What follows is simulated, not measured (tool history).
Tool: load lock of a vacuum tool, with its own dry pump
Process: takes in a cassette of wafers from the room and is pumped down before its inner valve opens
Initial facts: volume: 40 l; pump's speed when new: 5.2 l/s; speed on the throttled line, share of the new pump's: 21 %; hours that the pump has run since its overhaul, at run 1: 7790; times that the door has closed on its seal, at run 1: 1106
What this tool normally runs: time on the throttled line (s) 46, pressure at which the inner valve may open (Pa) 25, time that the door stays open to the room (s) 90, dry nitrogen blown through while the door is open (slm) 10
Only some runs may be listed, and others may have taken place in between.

run     hour  time on the throttled line (s)  pressure at which the inner valve may open (Pa)  time that the door stays open to the room (s)  dry nitrogen blown through while the door is open (slm)  hours that the pump has run since its overhaul  times that the door has closed on its seal  incoming humidity of the room's air, %  time from the closed door until the inner valve may open (s)  rise of the pressure with all valves shut (Pa/min)
  1        0                              46                                               25                                             90                                                       10                                            7790                                        1106                                      46                                                         105.4                                               0.058
  2    320.7                              46                                               25                                             30                                                       10                                            8111                                        2269                                    44.3                                                         105.8                                               0.027
  3    805.7                              46                                               25                                             30                                                       10                                            8596                                        4027                                    44.6                                                         103.7                                               0.033
  4   1101.9                              46                                               25                                             30                                                       10                                            8892                                        5101                                    45.1                                                         104.6                                               0.032
  5   1761.2                              46                                               25                                             30                                                       10                                            9551                                        7491                                    44.3                                                           106                                                0.03
  6   2286.5                              46                                               47                                             90                                                       10                                           10076                                        9395                                    45.3                                                          99.6                                               0.063
  7   2923.4                              46                                               47                                             90                                                       10                                           10713                                       11704                                    44.5                                                          99.7                                               0.061
  8   3609.1                              46                                               25                                             90                                                       10                                           11399                                       14189                                      43                                                         105.6                                               0.068
  9   3973.6                              46                                               25                                             90                                                       29                                           11764                                       15511                                    45.8                                                         106.4                                               0.053
 10     4478                              46                                               25                                            202                                                       10                                           12268                                       17339                                    45.3                                                         106.4                                               0.113
 11   4901.2                              46                                               25                                             90                                                       10                                           12691                                       18873                                    45.5                                                         107.1                                               0.085
 12   5200.4                              46                                               25                                            133                                                       10                                           12990                                       19958                                    44.1                                                           107                                               0.091
 13     5787                              46                                               25                                            133                                                        5                                           13577                                       22084                                    47.7                                                         108.4                                               0.115
 14   6374.3                              46                                               25                                            133                                                        5                                           14164                                       24213                                    46.8                                                         108.7                                               0.119
 15   6732.2                              46                                               25                                             41                                                       10                                           14522                                       25510                                    43.1                                                         107.8                                               0.067
 16   7235.7                              46                                               25                                             41                                                       10                                           15026                                       27335                                    43.9                                                           108                                               0.069
 17   7914.1                              46                                               25                                             79                                                       10                                           15704                                       29795                                      47                                                         108.3                                               0.099
 18   8525.8                              46                                               25                                             79                                                       10                                           16316                                       32012                                    44.8                                                         108.2                                               0.099
 19   8988.8                              46                                               25                                            104                                                       10                                           16779                                       33690                                    46.6                                                         108.6                                               0.115
 20   9608.7                              59                                               22                                            104                                                       10                                           17399                                       35938                                    44.5                                                         121.9                                               0.121
 21  10275.2                              45                                               26                                            212                                                       39                                           18065                                       38354                                      47                                                           109                                               0.122
 22  10785.6                              32                                               41                                             34                                                        5                                           18576                                       40204                                    42.4                                                          94.8                                               0.107
 23  11459.7                              32                                               41                                             34                                                        5                                           19250                                       42648                                    47.1                                                            96                                               0.117
 24  12051.7                              46                                               25                                             34                                                       10                                           19842                                       44793                                    43.7                                                           112                                               0.119
 25  12332.9                              63                                               18                                             68                                                       10                                           20123                                       45813                                    41.1                                                         127.1                                               0.134
 26  12752.9                              63                                               18                                             68                                                       10                                           20543                                       47335                                    42.6                                                         127.9                                               0.139
 27  13109.7                              81                                               19                                             68                                                       10                                           20900                                       48628                                    47.8                                                           141                                               0.147
     13384.4  -- dry pump taken out, an overhauled one fitted
 28  13502.7                              81                                               19                                             68                                                       10                                             118                                       50031                                    41.6                                                         130.2                                               0.148
 29  14039.6                              81                                               19                                             68                                                       10                                             655                                       51978                                      45                                                         130.4                                               0.156
 30  14551.3                              47                                               25                                             90                                                        7                                            1167                                       53833                                    47.9                                                         101.5                                               0.186
 31    15127                              46                                               25                                             90                                                       40                                            1743                                       55919                                    44.6                                                         101.8                                               0.164
 32  15650.8                              29                                               20                                             41                                                        4                                            2266                                       57818                                    40.1                                                          89.2                                               0.174
 33  16218.1                              29                                               20                                             41                                                        4                                            2834                                       59875                                    44.7                                                          89.2                                               0.176
 34  16845.6                              48                                               28                                             64                                                       20                                            3461                                       62149                                    47.5                                                         101.7                                               0.195
 35  17476.3                              25                                               25                                             64                                                       20                                            4092                                       64435                                    44.5                                                          84.8                                               0.199
 36  17973.8                              75                                               33                                            140                                                       41                                            4589                                       66239                                    47.1                                                           123                                               0.215
     18114.5  -- door's seal changed, seat wiped
 37  18335.8                              75                                               35                                            140                                                       25                                            4950                                         803                                    42.4                                                         123.6                                               0.052
 38  19018.3                              46                                               25                                            156                                                        9                                            5632                                        3277                                      44                                                         102.5                                               0.084

Branching from run 38: 3 alternative next runs. What would each branch give?
  A  19607.9                              55                                               22                                             57                                                       10                                            6222                                        5414                                    42.7                                                             ?                                                   ?
  B  19607.9                              58                                               26                                            144                                                       10                                            6222                                        5414                                      42                                                             ?                                                   ?
  C  19607.9                              92                                               28                                             90                                                       10                                            6222                                        5414                                    44.3                                                             ?                                                   ?

run  time from the closed door until the inner valve may open (s)  rise of the pressure with all valves shut (Pa/min)
  A                                                         110.9                                               0.041
  B                                                         113.2                                               0.074
  C                                                         137.3                                               0.054
What these runs would have given with no unlogged condition in the tool:
run  time from the closed door until the inner valve may open (s)  rise of the pressure with all valves shut (Pa/min)
  A                                                           109                                               0.037
  B                                                         111.3                                                0.07
  C                                                         135.7                                                0.05
